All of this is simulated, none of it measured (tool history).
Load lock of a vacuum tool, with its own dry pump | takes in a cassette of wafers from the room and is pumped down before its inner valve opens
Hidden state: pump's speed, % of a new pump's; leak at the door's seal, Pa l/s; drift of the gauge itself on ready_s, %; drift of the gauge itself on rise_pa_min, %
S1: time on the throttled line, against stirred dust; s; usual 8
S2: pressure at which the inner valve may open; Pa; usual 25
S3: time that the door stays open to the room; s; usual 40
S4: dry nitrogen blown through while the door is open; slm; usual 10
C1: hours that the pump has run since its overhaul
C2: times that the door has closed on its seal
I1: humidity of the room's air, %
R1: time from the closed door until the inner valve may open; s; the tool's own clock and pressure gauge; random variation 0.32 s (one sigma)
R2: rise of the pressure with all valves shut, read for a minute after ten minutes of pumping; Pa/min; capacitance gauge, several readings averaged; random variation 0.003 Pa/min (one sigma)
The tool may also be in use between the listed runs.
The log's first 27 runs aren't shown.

run 28 hour=6880.9 | S1=8 S2=25 S3=68 S4=10 | C1=4003 C2=72577 | I1=44.2 | R1=18.8 R2=0.033
run 29 hour=7164.8 | S1=7 S2=20 S3=114 S4=10 | C1=4287 C2=73849 | I1=41.2 | R1=18.7 R2=0.041
run 30 hour=7487.8 | S1=8 S2=25 S3=109 S4=40 | C1=4610 C2=75294 | I1=43.0 | R1=18.9 R2=0.018
run 31 hour=7746.2 | S1=8 S2=25 S3=34 S4=40 | C1=4868 C2=76451 | I1=44.7 | R1=19.8 R2=0.019
run 32 hour=7950.4 | S1=6 S2=28 S3=41 S4=8 | C1=5072 C2=77365 | I1=45.5 | R1=17.3 R2=0.035
-- hour=8164.5 door's seal changed, seat wiped
run 33 hour=8267.1 | S1=8 S2=45 S3=40 S4=19 | C1=5387 C2=460 | I1=46.8 | R1=17.9 R2=0.023
run 34 hour=8548.3 | S1=8 S2=23 S3=40 S4=30 | C1=5669 C2=1718 | I1=46.8 | R1=19.2 R2=0.017
run 35 hour=8748.5 | S1=8 S2=26 S3=51 S4=12 | C1=5869 C2=2614 | I1=47.7 | R1=19.0 R2=0.027
run 36 hour=9002.7 | S1=16 S2=34 S3=51 S4=12 | C1=6123 C2=3753 | I1=43.4 | R1=24.5 R2=0.025
run 37 hour=9171.6 | S1=16 S2=34 S3=51 S4=20 | C1=6292 C2=4509 | I1=42.8 | R1=24.4 R2=0.019

Forecast each of these 3 alternatives for the next run:
run A hour=9525.6 | S1=5 S2=34 S3=116 S4=10 | C1=6646 C2=6094 | I1=40.1 | R1=? R2=?
run B hour=9525.6 | S1=4 S2=25 S3=40 S4=15 | C1=6646 C2=6094 | I1=43.8 | R1=? R2=?
run C hour=9525.6 | S1=8 S2=23 S3=30 S4=7 | C1=6646 C2=6094 | I1=44.4 | R1=? R2=?

run=A R1=16.3 R2=0.042
run=B R1=16.0 R2=0.027
run=C R1=19.5 R2=0.027
Without the tool's hidden state the same runs would have given:
run=A R1=16.3 R2=0.041
run=B R1=16.0 R2=0.027
run=C R1=19.5 R2=0.027

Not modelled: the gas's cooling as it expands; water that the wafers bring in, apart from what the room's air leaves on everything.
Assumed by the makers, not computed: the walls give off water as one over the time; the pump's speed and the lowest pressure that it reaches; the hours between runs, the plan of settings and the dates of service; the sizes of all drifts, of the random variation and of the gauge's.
